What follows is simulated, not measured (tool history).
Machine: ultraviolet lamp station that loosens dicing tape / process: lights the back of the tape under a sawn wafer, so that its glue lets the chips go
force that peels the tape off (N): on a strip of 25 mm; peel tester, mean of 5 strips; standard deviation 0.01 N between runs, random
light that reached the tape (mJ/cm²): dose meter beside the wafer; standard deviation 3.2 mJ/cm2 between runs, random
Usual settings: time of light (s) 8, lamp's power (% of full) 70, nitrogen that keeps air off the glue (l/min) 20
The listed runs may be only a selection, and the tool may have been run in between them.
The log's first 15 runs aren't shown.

| run | day | time of light (s) | lamp's power (% of full) | nitrogen that keeps air off the glue (l/min) | force that peels the tape off (N) | light that reached the tape (mJ/cm²) |
|---|---|---|---|---|---|---|
| 16 | 35.258 | 8 | 70 | 20 | 0.602 | 431 |
| 17 | 38.746 | 8 | 70 | 20 | 0.658 | 410 |
| 18 | 41.421 | 8 | 70 | 20 | 0.688 | 402 |
| 19 | 43.954 | 8 | 70 | 20 | 0.761 | 392 |
|  | 44.279 | window cleaned of glue's vapour |
| 20 | 46.342 | 8 | 70 | 20 | 0.5 | 460 |
| 21 | 49.712 | 8 | 70 | 20 | 0.558 | 449 |
| 22 | 52.442 | 8 | 61 | 9 | 1.606 | 380 |
| 23 | 55.312 | 8 | 60 | 33 | 0.616 | 361 |
| 24 | 58.171 | 12 | 61 | 19 | 0.362 | 534 |
| 25 | 60.138 | 12 | 61 | 19 | 0.39 | 532 |
| 26 | 62.012 | 4 | 66 | 36 | 2.21 | 186 |

The next listed run, before its measurement:
| 27 | 63.612 | 4 | 72 | 8 | ? | ? |

{"run 27": {"force that peels the tape off (N)": 4.175, "light that reached the tape (mJ/cm²)": 201}}
On a tool with no hidden condition, and with the same random variation, this run would have come out at force that peels the tape off (N) 3.241, light that reached the tape (mJ/cm²) 253.

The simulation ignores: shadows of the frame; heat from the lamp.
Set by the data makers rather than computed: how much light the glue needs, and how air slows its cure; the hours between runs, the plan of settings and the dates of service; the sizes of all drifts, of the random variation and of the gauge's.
